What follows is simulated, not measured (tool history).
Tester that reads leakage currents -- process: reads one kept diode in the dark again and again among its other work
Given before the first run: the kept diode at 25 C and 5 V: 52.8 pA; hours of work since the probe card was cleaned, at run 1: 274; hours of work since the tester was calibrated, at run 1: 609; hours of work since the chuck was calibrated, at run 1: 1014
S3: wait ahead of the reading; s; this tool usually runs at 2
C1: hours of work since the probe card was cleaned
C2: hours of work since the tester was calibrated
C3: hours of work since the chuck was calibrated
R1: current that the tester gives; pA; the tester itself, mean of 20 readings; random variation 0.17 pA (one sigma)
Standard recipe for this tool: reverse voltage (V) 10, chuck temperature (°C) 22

run 1 hour=0 | reverse_voltage_(V)=10 chuck_temperature_(°C)=22 S3=2 | C1=274 C2=609 C3=1014 | R1=61.71
run 2 hour=218.2 | reverse_voltage_(V)=10 chuck_temperature_(°C)=22 S3=2 | C1=373 C2=707 C3=1112 | R1=63.88
run 3 hour=406.3 | reverse_voltage_(V)=1.5 chuck_temperature_(°C)=22 S3=2 | C1=457 C2=792 C3=1197 | R1=24.76
run 4 hour=529.7 | reverse_voltage_(V)=10 chuck_temperature_(°C)=22 S3=2 | C1=513 C2=848 C3=1253 | R1=66.38
run 5 hour=724.4 | reverse_voltage_(V)=10 chuck_temperature_(°C)=22 S3=2 | C1=601 C2=935 C3=1341 | R1=68.28
run 6 hour=902.8 | reverse_voltage_(V)=10 chuck_temperature_(°C)=22 S3=2 | C1=681 C2=1016 C3=1421 | R1=69.85
run 7 hour=1101.2 | reverse_voltage_(V)=10 chuck_temperature_(°C)=22 S3=2 | C1=771 C2=1105 C3=1510 | R1=71.51
run 8 hour=1262.6 | reverse_voltage_(V)=10 chuck_temperature_(°C)=22 S3=2 | C1=843 C2=1178 C3=1583 | R1=72.78
run 9 hour=1454.5 | reverse_voltage_(V)=10 chuck_temperature_(°C)=22 S3=2 | C1=930 C2=1265 C3=1670 | R1=73.95
-- hour=1672.8 chuck's temperature calibrated
run 10 hour=1672.8 | reverse_voltage_(V)=10 chuck_temperature_(°C)=22 S3=2 | C1=1027 C2=1362 C3=0 | R1=72.87
run 11 hour=1877 | reverse_voltage_(V)=10 chuck_temperature_(°C)=22 S3=2 | C1=1120 C2=1454 C3=92 | R1=74.56
run 12 hour=2000 | reverse_voltage_(V)=10 chuck_temperature_(°C)=22 S3=2 | C1=1175 C2=1510 C3=148 | R1=75.72
run 13 hour=2095.6 | reverse_voltage_(V)=10 chuck_temperature_(°C)=22 S3=2 | C1=1218 C2=1553 C3=191 | R1=76.65
run 14 hour=2262.1 | reverse_voltage_(V)=10 chuck_temperature_(°C)=22 S3=2 | C1=1293 C2=1628 C3=266 | R1=78.32
run 15 hour=2384.8 | reverse_voltage_(V)=3.7 chuck_temperature_(°C)=22 S3=2 | C1=1349 C2=1683 C3=321 | R1=43.58
-- hour=2405 probe card cleaned and baked
run 16 hour=2480.9 | reverse_voltage_(V)=3.7 chuck_temperature_(°C)=22 S3=2 | C1=34 C2=1725 C3=363 | R1=45.28
run 17 hour=2651.5 | reverse_voltage_(V)=3.1 chuck_temperature_(°C)=37 S3=1.05 | C1=111 C2=1802 C3=440 | R1=142.74
run 18 hour=2823.7 | reverse_voltage_(V)=10 chuck_temperature_(°C)=23 S3=1.41 | C1=189 C2=1880 C3=518 | R1=92.37
run 19 hour=3012.7 | reverse_voltage_(V)=1.4 chuck_temperature_(°C)=23 S3=1.41 | C1=274 C2=1965 C3=603 | R1=29.28
run 20 hour=3114.2 | reverse_voltage_(V)=10 chuck_temperature_(°C)=39 S3=0.35 | C1=320 C2=2011 C3=649 | R1=313.23
run 21 hour=3256.6 | reverse_voltage_(V)=5 chuck_temperature_(°C)=48 S3=0.35 | C1=384 C2=2075 C3=713 | R1=456.71
run 22 hour=3439.2 | reverse_voltage_(V)=5 chuck_temperature_(°C)=48 S3=0.35 | C1=466 C2=2157 C3=795 | R1=459.58
run 23 hour=3653 | reverse_voltage_(V)=10 chuck_temperature_(°C)=21 S3=2.6 | C1=563 C2=2254 C3=892 | R1=88.51
-- hour=3717.2 probe card cleaned and baked, once more
run 24 hour=3818.2 | reverse_voltage_(V)=10 chuck_temperature_(°C)=39 S3=0.74 | C1=46 C2=2327 C3=965 | R1=282.89
run 25 hour=3928.4 | reverse_voltage_(V)=4 chuck_temperature_(°C)=34 S3=6.52 | C1=95 C2=2376 C3=1014 | R1=117.01
run 26 hour=4145.1 | reverse_voltage_(V)=4 chuck_temperature_(°C)=34 S3=6.52 | C1=193 C2=2474 C3=1112 | R1=118.95
run 27 hour=4237 | reverse_voltage_(V)=6 chuck_temperature_(°C)=42 S3=3.37 | C1=234 C2=2516 C3=1153 | R1=291.63
run 28 hour=4397.9 | reverse_voltage_(V)=1.9 chuck_temperature_(°C)=22 S3=0.32 | C1=307 C2=2588 C3=1226 | R1=27.51
run 29 hour=4564.8 | reverse_voltage_(V)=5.6 chuck_temperature_(°C)=22 S3=1.69 | C1=382 C2=2663 C3=1301 | R1=47.7
run 30 hour=4686.3 | reverse_voltage_(V)=5.6 chuck_temperature_(°C)=22 S3=1.69 | C1=437 C2=2718 C3=1356 | R1=48.07
run 31 hour=4818.2 | reverse_voltage_(V)=1.7 chuck_temperature_(°C)=22 S3=1.69 | C1=496 C2=2778 C3=1416 | R1=26.52

5 options for the next run, each taken on its own from the tool as it stands now. Forecast them:
run A hour=5040.7 | reverse_voltage_(V)=1.7 chuck_temperature_(°C)=44 S3=1.69 | C1=597 C2=2878 C3=1516 | R1=?
run B hour=5040.7 | reverse_voltage_(V)=1.1 chuck_temperature_(°C)=26 S3=0.34 | C1=597 C2=2878 C3=1516 | R1=?
run C hour=5040.7 | reverse_voltage_(V)=10 chuck_temperature_(°C)=51 S3=2 | C1=597 C2=2878 C3=1516 | R1=?
run D hour=5040.7 | reverse_voltage_(V)=6 chuck_temperature_(°C)=28 S3=4.06 | C1=597 C2=2878 C3=1516 | R1=?
run E hour=5040.7 | reverse_voltage_(V)=1.7 chuck_temperature_(°C)=22 S3=1.98 | C1=597 C2=2878 C3=1516 | R1=?

run=A R1=195.28
run=B R1=31.76
run=C R1=810.01
run=D R1=87.79
run=E R1=27.09
With the hidden condition removed and each run's random variation left untouched, the same runs would have given:
run=A R1=183.16
run=B R1=28.89
run=C R1=758.54
run=D R1=77.24
run=E R1=23.93
